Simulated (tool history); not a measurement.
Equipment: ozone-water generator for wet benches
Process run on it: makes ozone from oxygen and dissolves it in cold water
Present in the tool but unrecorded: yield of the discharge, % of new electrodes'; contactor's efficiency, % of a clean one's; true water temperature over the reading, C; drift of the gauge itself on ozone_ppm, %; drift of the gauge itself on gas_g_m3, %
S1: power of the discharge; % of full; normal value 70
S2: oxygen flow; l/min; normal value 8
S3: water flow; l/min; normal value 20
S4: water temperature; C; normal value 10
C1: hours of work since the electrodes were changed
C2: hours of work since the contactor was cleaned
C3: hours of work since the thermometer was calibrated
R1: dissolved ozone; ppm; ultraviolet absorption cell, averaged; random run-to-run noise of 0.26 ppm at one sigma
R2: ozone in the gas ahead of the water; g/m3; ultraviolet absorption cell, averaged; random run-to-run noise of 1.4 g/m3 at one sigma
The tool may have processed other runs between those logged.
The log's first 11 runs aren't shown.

run,hour,S1,S2,S3,S4,C1,C2,C3,R1,R2
12,525,70,8,12,10,2448,1883,3422,49.9,228.4
13,583.1,70,8.48,20,10,2496,1932,3471,34.2,220.9
14,627.3,70,8.48,20,10,2533,1969,3508,34.6,221.9
15,702.4,70,8.48,20,10,2596,2032,3571,34.4,220.1
16,753.2,70,8.48,20,10,2639,2075,3613,34,220.5
17,799.5,85,8.48,20,10,2678,2113,3652,37,240.8
18,847.7,81,13.13,20,10,2718,2154,3693,34.4,182.6
19,917.2,70,5.32,20,10,2776,2212,3751,34.6,285.6
20,966.3,70,5.32,20,10,2818,2253,3792,33.8,281.4
21,1029.6,70,9.78,20,10,2871,2306,3845,33.1,202.1
# hour 1039.5: contactor cleaned
22,1088.4,42,4.43,12,12,2916,41,3891,39.6,246.1
23,1154.4,86,4.68,18,10,2972,96,3946,40.1,331.8
24,1198.5,60,11.31,28,11,3009,133,3983,21.7,171.6
25,1273.6,60,11.31,28,11,3072,196,4046,21.4,170.6
# hour 1317.8: contactor cleaned, once more
26,1345,73,11.31,31,7,3128,23,4103,24.4,188.1
27,1384.2,70,8,29,10,3161,56,4135,24.6,221
28,1419.1,70,7.56,24,10,3190,85,4165,29.5,228.2
29,1476.4,66,11.62,20,10,3238,133,4213,32.1,174.5
30,1526.4,50,8,16,5,3280,175,4255,38.4,189.8
31,1564.1,96,8,22,13,3312,206,4286,34.5,255.9
32,1613.5,74,8,20,13,3353,248,4328,33.5,227.5
33,1651.7,70,4.38,26,10,3385,280,4360,25.8,308
34,1708.8,76,12.03,26,9,3433,328,4407,28.1,181.5

Branching from run 34: 3 alternative next runs. What would each branch give?
A,1766.4,76,7.55,26,6,3481,376,4456,?,?
B,1766.4,70,8.15,23,8,3481,376,4456,?,?
C,1766.4,70,8,13,10,3481,376,4456,?,?

run,R1,R2
A,29.4,238
B,30.8,214.9
C,46.5,218.5
Take away the tool's hidden state, keep each run's random variation, and the runs would have read:
run,R1,R2
A,34.6,275.4
B,36,247.4
C,54.4,251.4
